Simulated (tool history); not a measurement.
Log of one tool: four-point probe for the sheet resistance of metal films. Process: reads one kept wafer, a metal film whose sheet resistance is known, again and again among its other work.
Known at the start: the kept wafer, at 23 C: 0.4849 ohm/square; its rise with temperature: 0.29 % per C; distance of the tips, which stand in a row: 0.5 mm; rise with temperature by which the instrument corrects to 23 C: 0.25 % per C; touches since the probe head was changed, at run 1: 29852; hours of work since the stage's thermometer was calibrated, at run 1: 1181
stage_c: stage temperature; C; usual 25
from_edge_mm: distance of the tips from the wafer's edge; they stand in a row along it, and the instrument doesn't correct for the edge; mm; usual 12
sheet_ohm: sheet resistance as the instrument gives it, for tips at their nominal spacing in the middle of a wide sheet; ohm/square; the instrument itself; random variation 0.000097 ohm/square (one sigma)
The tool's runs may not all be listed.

| run | hour | stage_c | from_edge_mm | touches since the probe head was changed | hours of work since the stage's thermometer was calibrated | sheet_ohm |
|---|---|---|---|---|---|---|
| 1 | 0.0 | 25 | 12 | 29852 | 1181 | 0.488272 |
| 2 | 121.8 | 25 | 12 | 31325 | 1239 | 0.488452 |
| 3 | 228.1 | 25 | 12 | 32610 | 1290 | 0.488465 |
| 4 | 356.0 | 25 | 4 | 34156 | 1351 | 0.492066 |
| 5 | 465.2 | 22 | 4 | 35476 | 1403 | 0.491584 |
| 6 | 566.2 | 25 | 12 | 36698 | 1451 | 0.488831 |
| 7 | 671.0 | 25 | 12 | 37965 | 1501 | 0.488787 |
| 8 | 806.5 | 22 | 40 | 39603 | 1566 | 0.487860 |
| 9 | 924.5 | 25 | 28 | 41029 | 1622 | 0.488536 |
| 10 | 1001.2 | 19 | 6 | 41957 | 1659 | 0.489086 |
| 11 | 1108.4 | 21 | 51 | 43253 | 1710 | 0.487817 |
| 12 | 1184.3 | 21 | 51 | 44171 | 1747 | 0.487862 |
| 13 | 1317.9 | 22 | 3 | 45785 | 1811 | 0.495340 |

Forecast each of these 4 alternatives for the next run:
| A | 1422.2 | 26 | 3 | 47047 | 1860 | ? |
| B | 1422.2 | 22 | 52 | 47047 | 1860 | ? |
| C | 1422.2 | 25 | 9 | 47047 | 1860 | ? |
| D | 1422.2 | 34 | 15 | 47047 | 1860 | ? |

| run | sheet_ohm |
|---|---|
| A | 0.496299 |
| B | 0.488173 |
| C | 0.489515 |
| D | 0.490912 |
Without the tool's hidden state the same runs would have given:
| run | sheet_ohm |
|---|---|
| A | 0.492803 |
| B | 0.484726 |
| C | 0.486063 |
| D | 0.487461 |

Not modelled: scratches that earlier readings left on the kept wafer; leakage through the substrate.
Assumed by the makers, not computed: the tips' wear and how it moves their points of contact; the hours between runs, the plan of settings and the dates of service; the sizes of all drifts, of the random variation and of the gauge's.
